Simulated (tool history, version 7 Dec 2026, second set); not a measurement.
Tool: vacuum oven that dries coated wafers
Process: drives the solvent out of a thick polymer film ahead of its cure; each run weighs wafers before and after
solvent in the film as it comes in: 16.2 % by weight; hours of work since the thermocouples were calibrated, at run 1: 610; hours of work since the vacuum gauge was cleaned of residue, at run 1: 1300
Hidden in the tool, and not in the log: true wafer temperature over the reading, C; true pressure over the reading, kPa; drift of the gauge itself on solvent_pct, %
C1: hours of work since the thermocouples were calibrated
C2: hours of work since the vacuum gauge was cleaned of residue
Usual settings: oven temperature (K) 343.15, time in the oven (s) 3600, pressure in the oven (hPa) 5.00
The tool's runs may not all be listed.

{"run": 1, "hour": 0.0, "oven temperature (K)": 343.15, "time in the oven (s)": 3600, "pressure in the oven (hPa)": 5.0, "C1": 610, "C2": 1300, "solvent left in the film (%)": 1.4}
{"run": 2, "hour": 91.9, "oven temperature (K)": 343.15, "time in the oven (s)": 3600, "pressure in the oven (hPa)": 5.0, "C1": 671, "C2": 1361, "solvent left in the film (%)": 1.39}
{"run": 3, "hour": 192.5, "oven temperature (K)": 343.15, "time in the oven (s)": 3600, "pressure in the oven (hPa)": 5.0, "C1": 738, "C2": 1428, "solvent left in the film (%)": 1.38}
{"run": 4, "hour": 250.4, "oven temperature (K)": 343.15, "time in the oven (s)": 3600, "pressure in the oven (hPa)": 5.0, "C1": 776, "C2": 1466, "solvent left in the film (%)": 1.35}
{"run": 5, "hour": 337.1, "oven temperature (K)": 343.15, "time in the oven (s)": 3600, "pressure in the oven (hPa)": 5.0, "C1": 834, "C2": 1523, "solvent left in the film (%)": 1.38}
{"run": 6, "hour": 403.7, "oven temperature (K)": 343.15, "time in the oven (s)": 3600, "pressure in the oven (hPa)": 5.0, "C1": 878, "C2": 1568, "solvent left in the film (%)": 1.37}
{"run": 7, "hour": 482.7, "oven temperature (K)": 343.15, "time in the oven (s)": 3600, "pressure in the oven (hPa)": 5.0, "C1": 930, "C2": 1620, "solvent left in the film (%)": 1.35}
{"run": 8, "hour": 562.2, "oven temperature (K)": 343.15, "time in the oven (s)": 3600, "pressure in the oven (hPa)": 6.82, "C1": 983, "C2": 1673, "solvent left in the film (%)": 1.5}
{"hour": 591.6, "done": "oven's thermocouples calibrated"}
{"run": 9, "hour": 686.9, "oven temperature (K)": 343.15, "time in the oven (s)": 3600, "pressure in the oven (hPa)": 6.82, "C1": 63, "C2": 1754, "solvent left in the film (%)": 1.63}
{"run": 10, "hour": 767.4, "oven temperature (K)": 343.15, "time in the oven (s)": 3600, "pressure in the oven (hPa)": 5.0, "C1": 117, "C2": 1807, "solvent left in the film (%)": 1.5}
{"run": 11, "hour": 874.4, "oven temperature (K)": 343.15, "time in the oven (s)": 3600, "pressure in the oven (hPa)": 7.86, "C1": 187, "C2": 1878, "solvent left in the film (%)": 1.73}
{"run": 12, "hour": 969.5, "oven temperature (K)": 343.15, "time in the oven (s)": 3600, "pressure in the oven (hPa)": 7.86, "C1": 250, "C2": 1941, "solvent left in the film (%)": 1.68}
{"run": 13, "hour": 1044.7, "oven temperature (K)": 343.15, "time in the oven (s)": 3600, "pressure in the oven (hPa)": 7.86, "C1": 300, "C2": 1991, "solvent left in the film (%)": 1.76}
{"run": 14, "hour": 1127.1, "oven temperature (K)": 343.15, "time in the oven (s)": 3600, "pressure in the oven (hPa)": 7.86, "C1": 355, "C2": 2046, "solvent left in the film (%)": 1.66}
{"run": 15, "hour": 1194.0, "oven temperature (K)": 351.15, "time in the oven (s)": 3600, "pressure in the oven (hPa)": 7.86, "C1": 399, "C2": 2090, "solvent left in the film (%)": 0.82}
{"run": 16, "hour": 1291.6, "oven temperature (K)": 343.15, "time in the oven (s)": 3600, "pressure in the oven (hPa)": 7.26, "C1": 464, "C2": 2155, "solvent left in the film (%)": 1.69}
{"run": 17, "hour": 1343.0, "oven temperature (K)": 339.15, "time in the oven (s)": 2340, "pressure in the oven (hPa)": 3.47, "C1": 498, "C2": 2189, "solvent left in the film (%)": 3.7}
{"run": 18, "hour": 1448.3, "oven temperature (K)": 339.15, "time in the oven (s)": 2340, "pressure in the oven (hPa)": 3.47, "C1": 568, "C2": 2259, "solvent left in the film (%)": 3.68}
{"run": 19, "hour": 1510.0, "oven temperature (K)": 339.15, "time in the oven (s)": 2340, "pressure in the oven (hPa)": 3.47, "C1": 609, "C2": 2300, "solvent left in the film (%)": 3.76}
{"run": 20, "hour": 1606.9, "oven temperature (K)": 339.15, "time in the oven (s)": 4440, "pressure in the oven (hPa)": 5.58, "C1": 673, "C2": 2364, "solvent left in the film (%)": 1.74}
{"run": 21, "hour": 1674.5, "oven temperature (K)": 339.15, "time in the oven (s)": 4440, "pressure in the oven (hPa)": 5.58, "C1": 718, "C2": 2409, "solvent left in the film (%)": 1.74}
{"run": 22, "hour": 1752.3, "oven temperature (K)": 343.15, "time in the oven (s)": 3180, "pressure in the oven (hPa)": 4.24, "C1": 769, "C2": 2460, "solvent left in the film (%)": 1.73}
{"hour": 1780.2, "done": "vacuum gauge cleaned of residue and calibrated"}
{"run": 23, "hour": 1822.6, "oven temperature (K)": 343.15, "time in the oven (s)": 4620, "pressure in the oven (hPa)": 4.24, "C1": 815, "C2": 28, "solvent left in the film (%)": 0.72}
{"run": 24, "hour": 1877.9, "oven temperature (K)": 339.15, "time in the oven (s)": 4440, "pressure in the oven (hPa)": 12.04, "C1": 852, "C2": 65, "solvent left in the film (%)": 1.89}
{"run": 25, "hour": 1934.3, "oven temperature (K)": 339.15, "time in the oven (s)": 4440, "pressure in the oven (hPa)": 12.04, "C1": 889, "C2": 102, "solvent left in the film (%)": 1.92}
{"run": 26, "hour": 2050.7, "oven temperature (K)": 342.15, "time in the oven (s)": 2340, "pressure in the oven (hPa)": 5.0, "C1": 966, "C2": 179, "solvent left in the film (%)": 2.68}

Measured less the same run without the tool's hidden state. The same run-to-run variation is in both; the gauge's scatter may not be:
run=1 solvent_left_in_the_film_(%)=+0.11
run=2 solvent_left_in_the_film_(%)=+0.11
run=3 solvent_left_in_the_film_(%)=+0.10
run=4 solvent_left_in_the_film_(%)=+0.10
run=5 solvent_left_in_the_film_(%)=+0.11
run=6 solvent_left_in_the_film_(%)=+0.10
run=7 solvent_left_in_the_film_(%)=+0.11
run=8 solvent_left_in_the_film_(%)=+0.09
run=9 solvent_left_in_the_film_(%)=+0.24
run=10 solvent_left_in_the_film_(%)=+0.24
run=11 solvent_left_in_the_film_(%)=+0.24
run=12 solvent_left_in_the_film_(%)=+0.24
run=13 solvent_left_in_the_film_(%)=+0.23
run=14 solvent_left_in_the_film_(%)=+0.23
run=15 solvent_left_in_the_film_(%)=+0.19
run=16 solvent_left_in_the_film_(%)=+0.22
run=17 solvent_left_in_the_film_(%)=+0.18
run=18 solvent_left_in_the_film_(%)=+0.17
run=19 solvent_left_in_the_film_(%)=+0.16
run=20 solvent_left_in_the_film_(%)=+0.28
run=21 solvent_left_in_the_film_(%)=+0.27
run=22 solvent_left_in_the_film_(%)=+0.19
run=23 solvent_left_in_the_film_(%)=-0.07
run=24 solvent_left_in_the_film_(%)=-0.13
run=25 solvent_left_in_the_film_(%)=-0.13
run=26 solvent_left_in_the_film_(%)=-0.20
